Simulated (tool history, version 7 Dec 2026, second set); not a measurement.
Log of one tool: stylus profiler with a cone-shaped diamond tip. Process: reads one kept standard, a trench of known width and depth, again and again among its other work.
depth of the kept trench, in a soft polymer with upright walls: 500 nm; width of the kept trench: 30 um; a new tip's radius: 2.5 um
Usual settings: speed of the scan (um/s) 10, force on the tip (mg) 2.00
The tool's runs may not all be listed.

| run | day | speed of the scan (um/s) | force on the tip (mg) | depth of the trench (angstrom) | width of the trench's floor (um) |
|---|---|---|---|---|---|
| 1 | 0.000 | 10 | 2.00 | 5056.4 | 26.39 |
| 2 | 1.175 | 7 | 2.00 | 5056.7 | 26.37 |
| 3 | 2.575 | 7 | 2.00 | 5056.1 | 26.33 |
| 4 | 4.133 | 7 | 2.00 | 5058.9 | 26.33 |
| 5 | 5.279 | 7 | 2.00 | 5059.3 | 26.26 |
| 6 | 6.746 | 10 | 2.25 | 5061.4 | 26.30 |
| 7 | 8.512 | 10 | 4.56 | 5088.0 | 26.28 |
| 8 | 10.154 | 10 | 2.00 | 5060.3 | 26.25 |
| 9 | 11.504 | 10 | 0.70 | 5034.6 | 26.14 |
| 10 | 12.612 | 10 | 1.37 | 5049.7 | 26.16 |
| 11 | 13.562 | 10 | 1.37 | 5052.4 | 26.20 |
| 12 | 14.729 | 13 | 1.37 | 5051.6 | 26.17 |
| 13 | 16.071 | 4 | 1.37 | 5052.6 | 26.20 |
| 14 | 17.062 | 11 | 0.94 | 5045.6 | 26.15 |
| 15 | 17.908 | 20 | 1.17 | 5050.7 | 26.07 |
| 16 | 19.729 | 20 | 1.17 | 5051.4 | 26.01 |
| 17 | 21.154 | 20 | 1.17 | 5049.0 | 26.08 |
| 18 | 22.000 | 20 | 1.17 | 5049.3 | 26.01 |
| 19 | 22.925 | 10 | 0.81 | 5044.9 | 26.04 |
| 20 | 23.796 | 28 | 1.58 | 5058.4 | 25.98 |
| 21 | 24.792 | 28 | 0.87 | 5047.5 | 25.89 |
| 22 | 25.817 | 28 | 0.87 | 5046.5 | 25.88 |
| 23 | 27.396 | 8 | 2.92 | 5077.9 | 26.03 |
| 24 | 29.304 | 11 | 1.01 | 5051.2 | 26.03 |
| 25 | 31.025 | 11 | 1.01 | 5048.9 | 25.93 |

Forecast each of these 3 alternatives for the next run:
| A | 32.917 | 4 | 3.88 | ? | ? |
| B | 32.917 | 3 | 0.80 | ? | ? |
| C | 32.917 | 2 | 1.01 | ? | ? |

| run | depth of the trench (angstrom) | width of the trench's floor (um) |
|---|---|---|
| A | 5093.2 | 26.10 |
| B | 5047.3 | 25.97 |
| C | 5055.5 | 26.01 |
Without the tool's hidden state the same runs would have given:
| run | depth of the trench (angstrom) | width of the trench's floor (um) |
|---|---|---|
| A | 5068.3 | 27.04 |
| B | 5022.7 | 26.91 |
| C | 5030.9 | 26.94 |

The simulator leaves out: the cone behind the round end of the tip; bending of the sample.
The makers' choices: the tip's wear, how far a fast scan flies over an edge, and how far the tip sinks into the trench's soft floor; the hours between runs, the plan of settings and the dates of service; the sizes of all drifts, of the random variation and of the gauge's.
